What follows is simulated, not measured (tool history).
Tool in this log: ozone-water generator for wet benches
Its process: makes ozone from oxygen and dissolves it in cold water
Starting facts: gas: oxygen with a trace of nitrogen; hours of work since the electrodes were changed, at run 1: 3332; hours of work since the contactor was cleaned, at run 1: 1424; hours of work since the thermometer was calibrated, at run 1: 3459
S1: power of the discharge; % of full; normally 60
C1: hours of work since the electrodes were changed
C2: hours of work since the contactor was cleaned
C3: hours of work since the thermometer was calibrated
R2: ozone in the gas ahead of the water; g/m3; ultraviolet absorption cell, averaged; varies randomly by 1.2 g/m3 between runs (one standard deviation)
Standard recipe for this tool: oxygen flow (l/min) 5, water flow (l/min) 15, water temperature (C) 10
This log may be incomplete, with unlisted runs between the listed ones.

Run 1, day 0: usual settings; C1 3332; C2 1424; C3 3459. Result: dissolved ozone (ppm) 27.2, R2 207.9 g/m3.
Run 2, day 3.154: usual settings; C1 3393; C2 1485; C3 3520. Result: dissolved ozone (ppm) 26.7, R2 208.2 g/m3.
Run 3, day 5.788: usual settings; C1 3444; C2 1536; C3 3571. Result: dissolved ozone (ppm) 26.5, R2 206.2 g/m3.
Run 4, day 8.133: usual settings; C1 3490; C2 1581; C3 3617. Result: dissolved ozone (ppm) 26.5, R2 209.5 g/m3.
Run 5, day 10.1: usual settings; C1 3528; C2 1620; C3 3655. Result: dissolved ozone (ppm) 26.9, R2 208 g/m3.
Run 6, day 13.975: usual settings; C1 3603; C2 1695; C3 3730. Result: dissolved ozone (ppm) 26.4, R2 208.2 g/m3.
Run 7, day 18.338: usual settings; C1 3688; C2 1780; C3 3815. Result: dissolved ozone (ppm) 26.8, R2 206.4 g/m3.
Run 8, day 20.4: usual settings; C1 3728; C2 1820; C3 3855. Result: dissolved ozone (ppm) 26.7, R2 206.4 g/m3.
Run 9, day 23.262: usual settings; C1 3784; C2 1875; C3 3911. Result: dissolved ozone (ppm) 26.5, R2 210.4 g/m3.
Run 10, day 26.446: usual settings; C1 3846; C2 1937; C3 3973. Result: dissolved ozone (ppm) 26.4, R2 204.5 g/m3.
Run 11, day 29.896: usual settings but water flow (l/min) 17; C1 3913; C2 2004; C3 4040. Result: dissolved ozone (ppm) 23.3, R2 205.1 g/m3.
Run 12, day 33.117: usual settings but S1 50 % of full, water flow (l/min) 17; C1 3975; C2 2067; C3 4102. Result: dissolved ozone (ppm) 20.8, R2 183.7 g/m3.
Run 13, day 37.221: usual settings but S1 50 % of full, water flow (l/min) 23; C1 4055; C2 2146; C3 4182. Result: dissolved ozone (ppm) 15.2, R2 183.2 g/m3.
Run 14, day 40.446: usual settings but water flow (l/min) 18; C1 4118; C2 2209; C3 4244. Result: dissolved ozone (ppm) 21.9, R2 206.4 g/m3.
Run 15, day 44.658: usual settings but S1 89 % of full, water flow (l/min) 18, water temperature (C) 17; C1 4199; C2 2291; C3 4326. Result: dissolved ozone (ppm) 25.6, R2 262 g/m3.
Run 16, day 46.821: usual settings but S1 47 % of full, water flow (l/min) 13; C1 4241; C2 2333; C3 4368. Result: dissolved ozone (ppm) 25.2, R2 175.7 g/m3.
Run 17, day 49.804: usual settings but S1 69 % of full, oxygen flow (l/min) 4.6, water flow (l/min) 11, water temperature (C) 8; C1 4299; C2 2391; C3 4426. Result: dissolved ozone (ppm) 38, R2 231.2 g/m3.
At day 50.958: water thermometer calibrated.
Run 18, day 51.746: usual settings but oxygen flow (l/min) 5.92, water flow (l/min) 18; C1 4337; C2 2428; C3 15. Result: dissolved ozone (ppm) 22.2, R2 189.7 g/m3.
Run 19, day 55.717: usual settings but S1 62 % of full, oxygen flow (l/min) 7.76, water flow (l/min) 10; C1 4414; C2 2505; C3 92. Result: dissolved ozone (ppm) 37.1, R2 173.9 g/m3.
Run 20, day 58.025: usual settings but oxygen flow (l/min) 4.53, water temperature (C) 6; C1 4459; C2 2550; C3 137. Result: dissolved ozone (ppm) 27.2, R2 211.7 g/m3.
Run 21, day 61.638: usual settings but S1 100 % of full, oxygen flow (l/min) 4.53, water flow (l/min) 18, water temperature (C) 6; C1 4529; C2 2620; C3 207. Result: dissolved ozone (ppm) 31.2, R2 295.1 g/m3.
Run 22, day 65.204: usual settings but oxygen flow (l/min) 6.76, water flow (l/min) 20, water temperature (C) 6; C1 4598; C2 2690; C3 277. Result: dissolved ozone (ppm) 21.7, R2 178.7 g/m3.
Run 23, day 68.179: usual settings but oxygen flow (l/min) 6.76, water flow (l/min) 20, water temperature (C) 6; C1 4656; C2 2747; C3 334. Result: dissolved ozone (ppm) 22, R2 179.3 g/m3.
Run 24, day 71.921: usual settings but oxygen flow (l/min) 6.76, water flow (l/min) 20, water temperature (C) 6; C1 4728; C2 2820; C3 407. Result: dissolved ozone (ppm) 21.6, R2 180.4 g/m3.
Run 25, day 75.254: usual settings but S1 42 % of full, oxygen flow (l/min) 3.61, water flow (l/min) 20, water temperature (C) 6; C1 4793; C2 2885; C3 472. Result: dissolved ozone (ppm) 14.9, R2 185.3 g/m3.

Below, some changes in dissolved ozone (ppm) between adjacent runs. For each, the amount present without the hidden state too (settings, incoming material, random variation) and the amount remaining for the hidden state with gauge scatter not shared by both compared results:
Unlogged tool condition in this case: yield of the discharge, % of new electrodes'; contactor's efficiency, % of a clean one's; true water temperature over the reading, C; drift of the gauge itself on ozone_ppm, %; drift of the gauge itself on gas_g_m3, %.
Run 16 -> 17: S1 47 -> 69, oxygen flow (l/min) 5 -> 4.6, water flow (l/min) 13 -> 11, water temperature (C) 10 -> 8. dissolved ozone (ppm) +12.8: hidden state -2.1, all else +14.9.
Run 17 -> 18: S1 69 -> 60, oxygen flow (l/min) 4.6 -> 5.92, water flow (l/min) 11 -> 18, water temperature (C) 8 -> 10, water thermometer calibrated. dissolved ozone (ppm) -15.8: hidden state +2, all else -17.8.
Run 18 -> 19: S1 60 -> 62, oxygen flow (l/min) 5.92 -> 7.76, water flow (l/min) 18 -> 10. dissolved ozone (ppm) +14.9: hidden state -1.5, all else +16.4.
Run 21 -> 22: S1 100 -> 60, oxygen flow (l/min) 4.53 -> 6.76, water flow (l/min) 18 -> 20. dissolved ozone (ppm) -9.5: hidden state +2.1, all else -11.6.
